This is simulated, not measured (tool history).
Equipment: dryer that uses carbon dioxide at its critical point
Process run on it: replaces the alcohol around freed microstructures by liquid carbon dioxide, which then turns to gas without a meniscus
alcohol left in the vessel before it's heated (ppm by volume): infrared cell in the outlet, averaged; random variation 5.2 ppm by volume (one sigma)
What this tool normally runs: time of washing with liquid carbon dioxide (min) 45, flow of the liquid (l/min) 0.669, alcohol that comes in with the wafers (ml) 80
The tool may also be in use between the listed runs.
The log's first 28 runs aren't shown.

run    hour  time of washing with liquid carbon dioxide (min)  flow of the liquid (l/min)  alcohol that comes in with the wafers (ml)  hours of work since the filter was changed  hours of work since the purifier's bed was changed  alcohol left in the vessel before it's heated (ppm by volume)
 29   738.6                                                53                       0.596                                          91                                         206                                                 218                                                            172
 30   760.3                                                35                       0.622                                          97                                         220                                                 232                                                            677
 31   784.6                                                35                       0.622                                          97                                         235                                                 248                                                            698
 32   813.8                                                43                       0.669                                          77                                         254                                                 266                                                            226
 33   851.2                                                47                       0.503                                          22                                         278                                                 290                                                            178
 34   887.6                                                54                       0.781                                          22                                         301                                                 314                                                             78
 35   921.5                                                54                       0.781                                          22                                         323                                                 335                                                             83
 36   946.9                                                54                       0.781                                          22                                         339                                                 352                                                             82
 37   982.6                                                54                       0.781                                          22                                         362                                                 374                                                             87
 38  1005.2                                                47                       0.518                                         110                                         377                                                 389                                                            662
 39  1030.7                                                47                       0.518                                         110                                         393                                                 405                                                            675
 40  1054.5                                                58                       0.764                                         116                                         408                                                 421                                                            130
 41  1088.7                                                58                       0.764                                         116                                         430                                                 442                                                            129
 42  1114.1                                                39                       0.764                                          65                                         447                                                 459                                                            257
     1129.4  -- inlet filter changed
 43  1150.4                                                41                       0.884                                          80                                          13                                                 481                                                            133
 44  1180.7                                                41                       0.884                                          80                                          33                                                 501                                                            144
 45  1219.1                                                64                       0.884                                          25                                          57                                                 525                                                            106
 46    1237                                                64                       0.884                                          25                                          69                                                 537                                                            116
 47    1276                                                68                       0.729                                          82                                          94                                                 562                                                            122

Branching from run 47: 3 alternative next runs. What would each branch give?
  A  1300.5                                                68                       0.545                                          24                                         110                                                 578                                                              ?
  B  1300.5                                                68                       0.451                                          82                                         110                                                 578                                                              ?
  C  1300.5                                                68                       0.729                                          21                                         110                                                 578                                                              ?

run  alcohol left in the vessel before it's heated (ppm by volume)
  A                                                            134
  B                                                            241
  C                                                            126
What these runs would have given with no unlogged condition in the tool:
run  alcohol left in the vessel before it's heated (ppm by volume)
  A                                                             12
  B                                                            102
  C                                                              6
